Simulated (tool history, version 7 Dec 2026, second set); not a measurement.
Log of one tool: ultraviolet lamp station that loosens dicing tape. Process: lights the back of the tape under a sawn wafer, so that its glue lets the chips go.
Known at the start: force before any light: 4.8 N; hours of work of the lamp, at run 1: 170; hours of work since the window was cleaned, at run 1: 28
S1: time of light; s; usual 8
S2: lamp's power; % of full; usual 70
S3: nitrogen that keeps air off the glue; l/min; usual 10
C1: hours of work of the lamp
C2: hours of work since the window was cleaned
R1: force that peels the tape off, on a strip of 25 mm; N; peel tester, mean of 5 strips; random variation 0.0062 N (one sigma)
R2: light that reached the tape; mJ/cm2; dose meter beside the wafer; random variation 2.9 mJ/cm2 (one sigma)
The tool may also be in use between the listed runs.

run,hour,S1,S2,S3,C1,C2,R1,R2
1,0,8,70,10,170,28,0.215,406
2,19.5,8,86,10,180,39,0.131,495
3,41.7,8,70,10,192,51,0.22,403
4,53.1,8,70,10,198,57,0.232,404
5,73.4,8,70,10,209,68,0.236,398
6,87.6,8,70,6,217,76,0.322,396
7,100.6,8,88,10,224,83,0.131,494
8,114.6,8,88,10,231,90,0.132,490
9,133.7,8,70,10,242,101,0.246,385
10,145.7,8,70,10,248,107,0.239,386
11,162.3,8,70,10,257,116,0.237,388
12,181.2,6,70,10,267,126,0.485,289
13,194.4,8,70,10,274,133,0.249,384
14,203.5,8,70,10,279,138,0.252,385
15,224.7,8,70,5,291,150,0.411,376
16,238.8,8,68,10,298,157,0.269,367
17,260.1,8,68,10,310,169,0.285,364
18,269.7,8,68,10,315,174,0.288,362
19,288.4,8,68,10,325,184,0.299,360
20,300.3,8,68,10,331,190,0.296,356
21,312,8,70,10,338,197,0.277,365
22,331.8,8,70,10,348,207,0.289,365
23,350.3,8,92,4,358,217,0.288,474
24,369.4,11,65,8,369,228,0.179,462
25,381.5,9,70,10,375,234,0.221,403
26,395.1,6,97,5,383,241,0.419,367
27,412.5,6,97,5,392,251,0.43,372
28,423.5,13,77,8,398,257,0.088,629
29,442.6,13,77,8,408,267,0.085,637
30,464.8,8,81,5,420,279,0.349,406
31,473.7,8,81,5,425,284,0.356,403
32,489.5,8,81,5,433,292,0.373,405
33,502.7,8,76,10,441,299,0.26,374
34,517,11,72,10,448,307,0.146,494
35,531.9,8,70,7,456,315,0.41,338
36,545.9,8,70,19,464,323,0.224,339
37,556.2,12,73,18,469,328,0.082,521
# hour 563.4: window cleaned of glue's vapour
38,576.5,12,73,18,480,7,0.08,581
39,591.2,14,83,16,488,15,0.054,765
40,609.7,14,83,16,498,25,0.061,766
41,620.3,14,83,16,504,31,0.062,759
42,636.4,14,83,16,512,39,0.062,763
43,652,13,97,7,521,48,0.062,820

How the hidden state differs across the entries between the runs, from the last listed run before each to the first after it:
Between runs 37 and 38: window cleaned of glue's vapour (hour 563.4)
  lamp's light, % of a new lamp's: 88.1 -> 87.8; light that the window lets through, % of a clean one's: 89.6 -> 98.8
  measured less the result without the state, R1: +0.023 -> +0.011 N; R2: -140 -> -88 mJ/cm2
